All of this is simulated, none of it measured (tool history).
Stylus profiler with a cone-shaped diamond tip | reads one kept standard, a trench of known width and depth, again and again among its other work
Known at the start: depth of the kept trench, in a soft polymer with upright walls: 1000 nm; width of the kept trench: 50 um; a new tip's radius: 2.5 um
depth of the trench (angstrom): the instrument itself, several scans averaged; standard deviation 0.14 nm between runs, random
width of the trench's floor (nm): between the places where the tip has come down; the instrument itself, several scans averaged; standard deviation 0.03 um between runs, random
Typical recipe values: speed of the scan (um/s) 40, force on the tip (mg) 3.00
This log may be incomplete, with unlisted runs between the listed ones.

| run | hour | speed of the scan (um/s) | force on the tip (mg) | depth of the trench (angstrom) | width of the trench's floor (nm) |
|---|---|---|---|---|---|
| 1 | 0.0 | 40 | 3.00 | 10101.0 | 45260 |
| 2 | 35.3 | 146 | 3.00 | 10100.7 | 44960 |
| 3 | 84.7 | 92 | 3.00 | 10098.3 | 45150 |
| 4 | 129.0 | 92 | 3.00 | 10097.5 | 45130 |
| 5 | 178.2 | 92 | 3.00 | 10099.6 | 45030 |
| 6 | 208.5 | 40 | 3.00 | 10095.8 | 45180 |
| 7 | 256.0 | 12 | 3.00 | 10096.4 | 45290 |
| 8 | 277.2 | 12 | 3.00 | 10098.2 | 45250 |
| 9 | 305.2 | 40 | 3.00 | 10092.8 | 45140 |
| 10 | 351.7 | 40 | 3.00 | 10094.5 | 45200 |
| 11 | 397.1 | 40 | 3.00 | 10093.2 | 45130 |
| 12 | 437.3 | 22 | 2.49 | 10080.3 | 45160 |
| 13 | 458.0 | 22 | 2.49 | 10081.7 | 45140 |
| 14 | 478.9 | 20 | 3.91 | 10117.5 | 45180 |
|  | 483.5 | height scale calibrated on a step standard |
| 15 | 529.6 | 20 | 3.91 | 10112.0 | 45150 |
| 16 | 559.4 | 16 | 3.00 | 10088.4 | 45170 |
| 17 | 602.0 | 105 | 1.14 | 10033.2 | 44650 |
| 18 | 643.4 | 83 | 2.54 | 10078.4 | 44870 |
| 19 | 668.0 | 13 | 2.16 | 10065.2 | 45060 |
| 20 | 709.1 | 13 | 2.16 | 10063.7 | 45080 |
| 21 | 743.4 | 38 | 3.60 | 10100.3 | 44970 |

What if the next run were any one of these 3? Each begins from the tool's condition after run 21:
|  | 774.8 | height scale calibrated on a step standard, once more |
| A | 780.0 | 75 | 3.00 | ? | ? |
|  | 774.8 | height scale calibrated on a step standard, once more |
| B | 780.0 | 27 | 1.29 | ? | ? |
|  | 774.8 | height scale calibrated on a step standard, once more |
| C | 780.0 | 111 | 2.68 | ? | ? |

| run | depth of the trench (angstrom) | width of the trench's floor (nm) |
|---|---|---|
| A | 10115.7 | 44860 |
| B | 10063.0 | 44950 |
| C | 10107.2 | 44700 |
With no hidden state in the tool, these same runs would have given:
| run | depth of the trench (angstrom) | width of the trench's floor (nm) |
|---|---|---|
| A | 10118.8 | 45790 |
| B | 10066.1 | 45880 |
| C | 10110.2 | 45630 |
